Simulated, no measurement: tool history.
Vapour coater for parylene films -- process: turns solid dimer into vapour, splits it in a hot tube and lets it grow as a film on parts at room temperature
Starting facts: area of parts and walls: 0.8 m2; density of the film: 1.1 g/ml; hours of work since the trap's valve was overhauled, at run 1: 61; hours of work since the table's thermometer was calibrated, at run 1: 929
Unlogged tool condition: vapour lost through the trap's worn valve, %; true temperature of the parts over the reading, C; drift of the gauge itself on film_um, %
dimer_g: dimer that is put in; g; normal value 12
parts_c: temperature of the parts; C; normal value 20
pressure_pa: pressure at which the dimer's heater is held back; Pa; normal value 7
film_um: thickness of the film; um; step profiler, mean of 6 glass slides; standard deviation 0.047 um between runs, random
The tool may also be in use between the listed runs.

| run | hour | dimer_g | parts_c | pressure_pa | hours of work since the trap's valve was overhauled | hours of work since the table's thermometer was calibrated | film_um |
|---|---|---|---|---|---|---|---|
| 1 | 0 | 12 | 20 | 7 | 61 | 929 | 8.86 |
| 2 | 26.5 | 12 | 20 | 10.67 | 83 | 952 | 7.94 |
| 3 | 50.4 | 12 | 20 | 7 | 103 | 971 | 8.68 |
| 4 | 69.6 | 12 | 20 | 2.9 | 119 | 987 | 10.54 |
| 5 | 100.6 | 12 | 20 | 2.9 | 145 | 1013 | 10.48 |
| 6 | 134.3 | 12 | 20 | 7 | 173 | 1041 | 8.4 |
| 7 | 155.7 | 12 | 20 | 7 | 191 | 1059 | 8.42 |
| 8 | 188 | 12 | 20 | 4.13 | 217 | 1086 | 9.37 |
|  | 197.1 | trap's valve overhauled |
| 9 | 216.2 | 12 | 20 | 7 | 16 | 1106 | 9.11 |
| 10 | 242.7 | 12 | 20 | 7 | 38 | 1128 | 9.06 |
| 11 | 263 | 12 | 20 | 7 | 55 | 1145 | 8.88 |
| 12 | 284.5 | 12 | 20 | 7 | 73 | 1163 | 8.87 |
|  | 287.3 | table's thermometer calibrated |
| 13 | 310.4 | 12 | 20 | 7 | 93 | 19 | 8.87 |
| 14 | 329.4 | 12 | 20 | 4.97 | 109 | 35 | 9.6 |
| 15 | 359.2 | 12 | 20 | 4.97 | 134 | 60 | 9.44 |
| 16 | 385.9 | 5 | 25 | 3.92 | 156 | 82 | 3.63 |
|  | 410.3 | table's thermometer calibrated, once more |
| 17 | 412.6 | 17 | 22 | 3.92 | 178 | 2 | 12.65 |
| 18 | 446.8 | 8 | 20 | 6.79 | 206 | 30 | 5.54 |
|  | 469.4 | trap's valve overhauled |
| 19 | 472.6 | 8 | 20 | 6.79 | 3 | 49 | 5.92 |
| 20 | 504.1 | 10 | 21 | 7.97 | 29 | 75 | 6.96 |
| 21 | 519.6 | 13 | 27 | 4.38 | 42 | 88 | 8.75 |
| 22 | 541.5 | 12 | 18 | 2.82 | 60 | 106 | 11.41 |
| 23 | 572.7 | 8 | 14 | 10.45 | 86 | 132 | 6.23 |
| 24 | 590.4 | 11 | 19 | 10.45 | 101 | 147 | 7.35 |
| 25 | 604.9 | 9 | 32 | 6.85 | 113 | 159 | 4.64 |
| 26 | 627.8 | 14 | 32 | 6.85 | 132 | 178 | 7.19 |
| 27 | 659.4 | 12 | 19 | 3.8 | 158 | 204 | 9.96 |
| 28 | 693.5 | 12 | 19 | 3.8 | 186 | 232 | 9.78 |
| 29 | 726.4 | 17 | 19 | 6.21 | 214 | 260 | 12.24 |

Each row is a separate what-if for the run after 29, all from the same tool condition, not one after another. Results?
|  | 740.9 | trap's valve overhauled |
| A | 744.9 | 7 | 19 | 6.21 | 3 | 272 | ? |
|  | 740.9 | trap's valve overhauled |
| B | 744.9 | 17 | 18 | 6.63 | 3 | 272 | ? |
|  | 740.9 | trap's valve overhauled |
| C | 744.9 | 12 | 20 | 9.54 | 3 | 272 | ? |

| run | film_um |
|---|---|
| A | 5.46 |
| B | 13.44 |
| C | 8.34 |
Take away the tool's hidden state, keep each run's random variation, and the runs would have read:
| run | film_um |
|---|---|
| A | 5.44 |
| B | 13.39 |
| C | 8.3 |
